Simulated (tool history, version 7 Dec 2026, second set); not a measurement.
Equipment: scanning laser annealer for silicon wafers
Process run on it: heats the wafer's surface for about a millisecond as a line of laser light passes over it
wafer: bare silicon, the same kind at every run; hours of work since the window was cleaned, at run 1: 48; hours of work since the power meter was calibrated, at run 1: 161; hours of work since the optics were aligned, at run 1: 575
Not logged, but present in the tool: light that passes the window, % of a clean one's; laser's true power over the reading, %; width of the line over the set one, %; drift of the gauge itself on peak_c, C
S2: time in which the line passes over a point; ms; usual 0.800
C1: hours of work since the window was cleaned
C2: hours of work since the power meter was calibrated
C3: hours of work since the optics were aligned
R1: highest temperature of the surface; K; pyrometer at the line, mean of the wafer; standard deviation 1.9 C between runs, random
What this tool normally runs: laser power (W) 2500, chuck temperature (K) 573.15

Run 1, hour 0.0: usual settings; C1 48; C2 161; C3 575. Result: R1 1392.15 K.
Run 2, hour 96.9: usual settings; C1 99; C2 212; C3 625. Result: R1 1386.15 K.
Run 3, hour 149.6: usual settings but laser power (W) 2740; C1 127; C2 239; C3 653. Result: R1 1478.15 K.
Run 4, hour 214.5: usual settings but laser power (W) 2740; C1 161; C2 273; C3 687. Result: R1 1471.15 K.
Run 5, hour 315.3: usual settings but laser power (W) 2740; C1 214; C2 326; C3 740. Result: R1 1461.15 K.
Run 6, hour 383.2: usual settings; C1 249; C2 362; C3 776. Result: R1 1366.15 K.
At hour 430.6: optics aligned, line set to its width.
Run 7, hour 490.4: usual settings but laser power (W) 2262; C1 303; C2 416; C3 31. Result: R1 1286.15 K.
Run 8, hour 576.1: usual settings; C1 348; C2 461; C3 76. Result: R1 1368.15 K.
Run 9, hour 634.6: usual settings; C1 379; C2 491; C3 107. Result: R1 1365.15 K.
At hour 664.9: window over the wafer cleaned.
Run 10, hour 720.8: usual settings; C1 29; C2 536; C3 151. Result: R1 1405.15 K.
Run 11, hour 795.9: usual settings; C1 69; C2 575; C3 191. Result: R1 1398.15 K.
Run 12, hour 893.6: usual settings but S2 0.564 ms; C1 120; C2 626; C3 242. Result: R1 1242.15 K.
Run 13, hour 942.8: usual settings but S2 0.564 ms; C1 146; C2 652; C3 268. Result: R1 1239.15 K.
Run 14, hour 1003.5: usual settings but S2 0.564 ms; C1 178; C2 684; C3 300. Result: R1 1237.15 K.
Run 15, hour 1076.5: usual settings but S2 0.564 ms; C1 216; C2 722; C3 338. Result: R1 1233.15 K.
Run 16, hour 1131.0: usual settings but S2 0.564 ms; C1 245; C2 751; C3 367. Result: R1 1230.15 K.
Run 17, hour 1234.0: usual settings; C1 299; C2 805; C3 421. Result: R1 1369.15 K.
Run 18, hour 1301.6: usual settings; C1 334; C2 841; C3 456. Result: R1 1367.15 K.
Run 19, hour 1378.4: usual settings but laser power (W) 2622; C1 375; C2 881; C3 497. Result: R1 1405.15 K.
At hour 1418.6: window over the wafer cleaned.
Run 20, hour 1482.6: usual settings but laser power (W) 2195; C1 34; C2 935; C3 550. Result: R1 1279.15 K.
Run 21, hour 1546.4: usual settings but laser power (W) 2195; C1 67; C2 968; C3 584. Result: R1 1273.15 K.
Run 22, hour 1613.4: usual settings but laser power (W) 2195, S2 0.942 ms; C1 102; C2 1003; C3 619. Result: R1 1336.15 K.
Run 23, hour 1673.1: usual settings but S2 0.904 ms, chuck temperature (K) 558.15; C1 134; C2 1035; C3 650. Result: R1 1423.15 K.
Run 24, hour 1759.3: usual settings but laser power (W) 2499, S2 0.644 ms, chuck temperature (K) 533.15; C1 179; C2 1080; C3 696. Result: R1 1239.15 K.
Run 25, hour 1819.2: usual settings but laser power (W) 2665, S2 0.658 ms, chuck temperature (K) 557.15; C1 210; C2 1111; C3 727. Result: R1 1327.15 K.
Run 26, hour 1919.4: usual settings but laser power (W) 2649, S2 0.974 ms; C1 263; C2 1164; C3 780. Result: R1 1524.15 K.
At hour 1963.5: optics aligned, line set to its width.
Run 27, hour 2019.8: usual settings but laser power (W) 2710, S2 0.974 ms, chuck temperature (K) 603.15; C1 313; C2 1214; C3 30. Result: R1 1598.15 K.
Run 28, hour 2081.2: usual settings but S2 0.968 ms; C1 345; C2 1246; C3 62. Result: R1 1468.15 K.
Run 29, hour 2128.8: usual settings but laser power (W) 2731, S2 0.997 ms, chuck temperature (K) 603.15; C1 370; C2 1271; C3 87. Result: R1 1616.15 K.
At hour 2174.4: window over the wafer cleaned.
Run 30, hour 2229.3: usual settings but laser power (W) 2288, S2 0.576 ms, chuck temperature (K) 558.15; C1 29; C2 1323; C3 139. Result: R1 1178.15 K.
Run 31, hour 2301.7: usual settings but laser power (W) 2737, S2 0.692 ms, chuck temperature (K) 540.15; C1 67; C2 1361; C3 177. Result: R1 1389.15 K.
Run 32, hour 2357.0: usual settings but laser power (W) 2737, S2 0.692 ms, chuck temperature (K) 540.15; C1 96; C2 1390; C3 206. Result: R1 1389.15 K.
Run 33, hour 2444.1: usual settings but S2 0.711 ms, chuck temperature (K) 594.15; C1 142; C2 1436; C3 251. Result: R1 1359.15 K.
Run 34, hour 2531.7: usual settings but laser power (W) 2425, S2 0.583 ms, chuck temperature (K) 612.15; C1 188; C2 1482; C3 297. Result: R1 1266.15 K.
Run 35, hour 2613.1: usual settings but laser power (W) 2452, S2 0.695 ms, chuck temperature (K) 537.15; C1 230; C2 1525; C3 340. Result: R1 1267.15 K.
Run 36, hour 2664.2: usual settings but laser power (W) 2452, S2 0.628 ms, chuck temperature (K) 587.15; C1 257; C2 1552; C3 367. Result: R1 1271.15 K.
Run 37, hour 2749.2: usual settings but laser power (W) 2461, S2 0.931 ms, chuck temperature (K) 587.15; C1 302; C2 1596; C3 412. Result: R1 1441.15 K.
Run 38, hour 2800.8: usual settings but S2 0.949 ms; C1 329; C2 1623; C3 439. Result: R1 1453.15 K.
Run 39, hour 2892.3: usual settings but chuck temperature (K) 587.15; C1 377; C2 1671; C3 487. Result: R1 1376.15 K.
At hour 2925.2: window over the wafer cleaned.
Run 40, hour 2960.8: usual settings but laser power (W) 2685, S2 0.872 ms, chuck temperature (K) 609.15; C1 19; C2 1706; C3 522. Result: R1 1557.15 K.

4 ways to go on from here, each from the tool as it stands after run 40. What would each give?
Run A, hour 3034.9: usual settings but laser power (W) 2381, S2 0.572 ms, chuck temperature (K) 550.15; C1 58; C2 1745; C3 561. Result: R1 ?.
Run B, hour 3034.9: usual settings but laser power (W) 2628, S2 0.872 ms, chuck temperature (K) 543.15; C1 58; C2 1745; C3 561. Result: R1 ?.
Run C, hour 3034.9: usual settings but laser power (W) 2144, S2 0.872 ms, chuck temperature (K) 595.15; C1 58; C2 1745; C3 561. Result: R1 ?.
Run D, hour 3034.9: usual settings but laser power (W) 2685, S2 0.872 ms, chuck temperature (K) 588.15; C1 58; C2 1745; C3 561. Result: R1 ?.

run       R1
  A  1190.15
  B  1463.15
  C  1315.15
  D  1529.15
Without the tool's hidden state the same runs would have given:
run       R1
  A  1203.15
  B  1481.15
  C  1329.15
  D  1547.15
